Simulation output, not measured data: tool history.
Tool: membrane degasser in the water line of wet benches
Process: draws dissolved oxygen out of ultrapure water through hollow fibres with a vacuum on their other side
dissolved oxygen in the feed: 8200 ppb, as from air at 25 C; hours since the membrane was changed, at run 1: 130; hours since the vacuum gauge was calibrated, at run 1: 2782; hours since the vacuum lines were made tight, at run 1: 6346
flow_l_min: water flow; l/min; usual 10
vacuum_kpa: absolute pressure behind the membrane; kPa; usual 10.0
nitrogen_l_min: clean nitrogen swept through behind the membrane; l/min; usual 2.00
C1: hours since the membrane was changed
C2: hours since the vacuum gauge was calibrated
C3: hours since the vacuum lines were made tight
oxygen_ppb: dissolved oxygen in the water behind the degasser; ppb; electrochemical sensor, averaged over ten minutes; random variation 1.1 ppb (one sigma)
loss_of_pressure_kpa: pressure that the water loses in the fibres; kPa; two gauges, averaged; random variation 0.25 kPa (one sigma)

run 1 hour=0.0 | flow_l_min=10 vacuum_kpa=10.0 nitrogen_l_min=2.00 | C1=130 C2=2782 C3=6346 | oxygen_ppb=105.5 loss_of_pressure_kpa=65.61
run 2 hour=81.2 | flow_l_min=10 vacuum_kpa=10.0 nitrogen_l_min=2.00 | C1=211 C2=2863 C3=6427 | oxygen_ppb=105.9 loss_of_pressure_kpa=65.48
run 3 hour=161.7 | flow_l_min=10 vacuum_kpa=10.0 nitrogen_l_min=2.00 | C1=292 C2=2944 C3=6508 | oxygen_ppb=105.7 loss_of_pressure_kpa=65.67
run 4 hour=205.2 | flow_l_min=10 vacuum_kpa=10.0 nitrogen_l_min=2.00 | C1=335 C2=2987 C3=6551 | oxygen_ppb=104.6 loss_of_pressure_kpa=65.30
run 5 hour=284.4 | flow_l_min=10 vacuum_kpa=10.0 nitrogen_l_min=2.00 | C1=414 C2=3067 C3=6631 | oxygen_ppb=104.7 loss_of_pressure_kpa=65.54
run 6 hour=364.8 | flow_l_min=10 vacuum_kpa=10.0 nitrogen_l_min=2.00 | C1=495 C2=3147 C3=6711 | oxygen_ppb=106.6 loss_of_pressure_kpa=66.01
run 7 hour=412.2 | flow_l_min=10 vacuum_kpa=10.0 nitrogen_l_min=2.00 | C1=542 C2=3194 C3=6758 | oxygen_ppb=104.6 loss_of_pressure_kpa=65.50
-- hour=419.4 vacuum gauge calibrated
run 8 hour=472.4 | flow_l_min=10 vacuum_kpa=10.0 nitrogen_l_min=2.00 | C1=602 C2=53 C3=6818 | oxygen_ppb=106.0 loss_of_pressure_kpa=65.44
run 9 hour=527.8 | flow_l_min=10 vacuum_kpa=10.0 nitrogen_l_min=2.00 | C1=657 C2=108 C3=6874 | oxygen_ppb=105.0 loss_of_pressure_kpa=65.90
run 10 hour=597.9 | flow_l_min=7 vacuum_kpa=10.0 nitrogen_l_min=2.00 | C1=727 C2=179 C3=6944 | oxygen_ppb=68.5 loss_of_pressure_kpa=46.24
run 11 hour=666.5 | flow_l_min=7 vacuum_kpa=10.0 nitrogen_l_min=2.00 | C1=796 C2=247 C3=7012 | oxygen_ppb=68.4 loss_of_pressure_kpa=45.93
run 12 hour=712.0 | flow_l_min=7 vacuum_kpa=10.0 nitrogen_l_min=2.00 | C1=841 C2=293 C3=7058 | oxygen_ppb=68.4 loss_of_pressure_kpa=46.42
run 13 hour=769.5 | flow_l_min=7 vacuum_kpa=10.0 nitrogen_l_min=2.00 | C1=899 C2=350 C3=7115 | oxygen_ppb=68.5 loss_of_pressure_kpa=46.42
run 14 hour=837.7 | flow_l_min=7 vacuum_kpa=10.0 nitrogen_l_min=2.00 | C1=967 C2=418 C3=7183 | oxygen_ppb=68.0 loss_of_pressure_kpa=45.91
run 15 hour=903.1 | flow_l_min=7 vacuum_kpa=10.0 nitrogen_l_min=2.00 | C1=1032 C2=484 C3=7249 | oxygen_ppb=69.0 loss_of_pressure_kpa=46.21
run 16 hour=988.2 | flow_l_min=10 vacuum_kpa=7.2 nitrogen_l_min=2.00 | C1=1118 C2=569 C3=7334 | oxygen_ppb=72.8 loss_of_pressure_kpa=65.91
run 17 hour=1059.4 | flow_l_min=10 vacuum_kpa=7.2 nitrogen_l_min=5.14 | C1=1189 C2=640 C3=7405 | oxygen_ppb=42.4 loss_of_pressure_kpa=65.92
run 18 hour=1104.0 | flow_l_min=15 vacuum_kpa=8.6 nitrogen_l_min=5.09 | C1=1233 C2=685 C3=7450 | oxygen_ppb=97.3 loss_of_pressure_kpa=98.45
run 19 hour=1186.9 | flow_l_min=10 vacuum_kpa=10.0 nitrogen_l_min=2.00 | C1=1316 C2=768 C3=7533 | oxygen_ppb=106.9 loss_of_pressure_kpa=66.20
run 20 hour=1236.4 | flow_l_min=8 vacuum_kpa=19.5 nitrogen_l_min=2.00 | C1=1366 C2=817 C3=7582 | oxygen_ppb=173.6 loss_of_pressure_kpa=52.99
run 21 hour=1298.6 | flow_l_min=8 vacuum_kpa=23.3 nitrogen_l_min=2.00 | C1=1428 C2=879 C3=7644 | oxygen_ppb=213.0 loss_of_pressure_kpa=52.68
run 22 hour=1338.7 | flow_l_min=10 vacuum_kpa=6.7 nitrogen_l_min=2.14 | C1=1468 C2=919 C3=7684 | oxygen_ppb=62.8 loss_of_pressure_kpa=66.34
run 23 hour=1391.8 | flow_l_min=10 vacuum_kpa=6.7 nitrogen_l_min=2.14 | C1=1521 C2=972 C3=7738 | oxygen_ppb=63.1 loss_of_pressure_kpa=66.51
run 24 hour=1452.9 | flow_l_min=14 vacuum_kpa=6.2 nitrogen_l_min=4.72 | C1=1582 C2=1033 C3=7799 | oxygen_ppb=72.3 loss_of_pressure_kpa=92.58
-- hour=1491.7 seals of the vacuum lines changed
run 25 hour=1524.6 | flow_l_min=10 vacuum_kpa=18.3 nitrogen_l_min=2.27 | C1=1652 C2=1103 C3=33 | oxygen_ppb=182.1 loss_of_pressure_kpa=66.26
run 26 hour=1592.4 | flow_l_min=15 vacuum_kpa=14.8 nitrogen_l_min=2.27 | C1=1720 C2=1171 C3=101 | oxygen_ppb=239.0 loss_of_pressure_kpa=98.79
run 27 hour=1634.1 | flow_l_min=7 vacuum_kpa=20.2 nitrogen_l_min=1.59 | C1=1761 C2=1213 C3=142 | oxygen_ppb=188.0 loss_of_pressure_kpa=46.25
run 28 hour=1691.7 | flow_l_min=7 vacuum_kpa=20.2 nitrogen_l_min=1.59 | C1=1819 C2=1270 C3=200 | oxygen_ppb=190.7 loss_of_pressure_kpa=46.11
run 29 hour=1773.4 | flow_l_min=10 vacuum_kpa=6.6 nitrogen_l_min=1.46 | C1=1901 C2=1352 C3=282 | oxygen_ppb=78.3 loss_of_pressure_kpa=66.36
run 30 hour=1808.7 | flow_l_min=10 vacuum_kpa=6.6 nitrogen_l_min=1.46 | C1=1936 C2=1387 C3=317 | oxygen_ppb=80.3 loss_of_pressure_kpa=66.62
run 31 hour=1882.7 | flow_l_min=10 vacuum_kpa=17.2 nitrogen_l_min=2.89 | C1=2010 C2=1461 C3=391 | oxygen_ppb=140.7 loss_of_pressure_kpa=66.20

5 ways to go on from here, each from the tool as it stands after run 31. What would each give?
run A hour=1966.9 | flow_l_min=10 vacuum_kpa=17.2 nitrogen_l_min=2.89 | C1=2094 C2=1546 C3=475 | oxygen_ppb=? loss_of_pressure_kpa=?
run B hour=1966.9 | flow_l_min=9 vacuum_kpa=17.2 nitrogen_l_min=1.41 | C1=2094 C2=1546 C3=475 | oxygen_ppb=? loss_of_pressure_kpa=?
run C hour=1966.9 | flow_l_min=11 vacuum_kpa=18.3 nitrogen_l_min=1.01 | C1=2094 C2=1546 C3=475 | oxygen_ppb=? loss_of_pressure_kpa=?
run D hour=1966.9 | flow_l_min=9 vacuum_kpa=17.2 nitrogen_l_min=2.89 | C1=2094 C2=1546 C3=475 | oxygen_ppb=? loss_of_pressure_kpa=?
run E hour=1966.9 | flow_l_min=6 vacuum_kpa=20.2 nitrogen_l_min=1.46 | C1=2094 C2=1546 C3=475 | oxygen_ppb=? loss_of_pressure_kpa=?

run=A oxygen_ppb=144.5 loss_of_pressure_kpa=66.37
run=B oxygen_ppb=230.8 loss_of_pressure_kpa=59.83
run=C oxygen_ppb=405.7 loss_of_pressure_kpa=72.94
run=D oxygen_ppb=127.3 loss_of_pressure_kpa=59.88
run=E oxygen_ppb=179.7 loss_of_pressure_kpa=39.78
Without the tool's hidden state the same runs would have given:
run=A oxygen_ppb=141.7 loss_of_pressure_kpa=65.56
run=B oxygen_ppb=227.4 loss_of_pressure_kpa=59.11
run=C oxygen_ppb=400.8 loss_of_pressure_kpa=72.05
run=D oxygen_ppb=124.8 loss_of_pressure_kpa=59.15
run=E oxygen_ppb=176.8 loss_of_pressure_kpa=39.30

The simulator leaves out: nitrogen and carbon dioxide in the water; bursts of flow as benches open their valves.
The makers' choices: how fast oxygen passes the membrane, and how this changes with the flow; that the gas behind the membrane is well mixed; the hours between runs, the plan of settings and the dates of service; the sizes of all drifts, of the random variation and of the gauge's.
